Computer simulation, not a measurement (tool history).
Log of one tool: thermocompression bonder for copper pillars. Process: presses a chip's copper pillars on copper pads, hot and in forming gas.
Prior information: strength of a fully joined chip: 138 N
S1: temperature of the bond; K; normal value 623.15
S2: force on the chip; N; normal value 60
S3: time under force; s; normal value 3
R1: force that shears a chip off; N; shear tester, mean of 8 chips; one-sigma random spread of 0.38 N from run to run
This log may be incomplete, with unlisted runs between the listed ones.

run	day	S1	S2	S3	R1
1	0	623.15	60	3	71.5
2	0.471	623.15	60	3	72.1
3	0.908	623.15	60	2	61.7
4	1.25	623.15	48	2	53.9
5	1.771	623.15	48	2	53.9
6	2.142	623.15	48	2	53.5
7	2.429	623.15	72	3	80.7
8	2.675	605.15	60	3	64.3
9	3.021	605.15	60	3	63.8
10	3.462	605.15	60	3	64.6
11	3.821	623.15	60	3	71.8
12	4.104	623.15	60	3	71.7
13	4.529	623.15	60	2	62.9
14	5.108	623.15	63	3	76
15	5.625	623.15	63	3	75.7
16	6.021	609.15	60	3	66.1
17	6.458	609.15	60	3	66.5
18	6.921	623.15	50	3	65
19	7.254	623.15	50	3	65.1
20	7.796	623.15	60	2	63.3
21	8.042	623.15	60	3	73.1
22	8.575	630.15	60	3	76.3
23	8.883	648.15	61	6	102.8
24	9.179	648.15	61	6	103.3
25	9.617	623.15	84	4	97.8
26	10.083	644.15	46	2	60.8
# day 10.283: gauge calibrated
27	10.654	629.15	60	2	64.5
28	11.062	629.15	60	2	64.3
29	11.462	638.15	38	2	49.3
30	11.858	638.15	38	2	50
31	12.112	638.15	38	2	49.9
32	12.642	638.15	38	2	49.8
33	12.9	629.15	61	2	66.2
34	13.154	629.15	61	2	65
35	13.404	603.15	61	7	84.7
36	13.742	603.15	61	7	85.3
37	14.158	603.15	61	7	85.2
# day 14.258: forming gas filter changed
38	14.758	603.15	61	7	84.5
39	15.1	603.15	61	7	85.4
40	15.467	601.15	88	2	69.9
41	15.983	601.15	64	5	77.8

Table of differences, measured result less the result of that run with no hidden state. Run-to-run variation is the same in both. Gauge scatter possibly is not:
Hidden state present: true temperature of the bond over the reading, C; force that reaches the chip, % of what is set; oxide that the forming gas leaves, % of the face; drift of the gauge itself on shear_n, %.
run	R1
1	-0.1
2	+0
3	+0
4	+0.2
5	+0.2
6	+0.2
7	+0.4
8	+0.4
9	+0.4
10	+0.5
11	+0.6
12	+0.7
13	+0.7
14	+0.9
15	+1
16	+1
17	+1.1
18	+1.1
19	+1.1
20	+1.2
21	+1.4
22	+1.6
23	+2.3
24	+2.3
25	+2.3
26	+1.6
27	+0
28	+0
29	+0
30	+0.1
31	+0.2
32	+0.2
33	+0.4
34	+0.4
35	+0.5
36	+0.7
37	+0.8
38	+1
39	+1.1
40	+1
41	+1.2
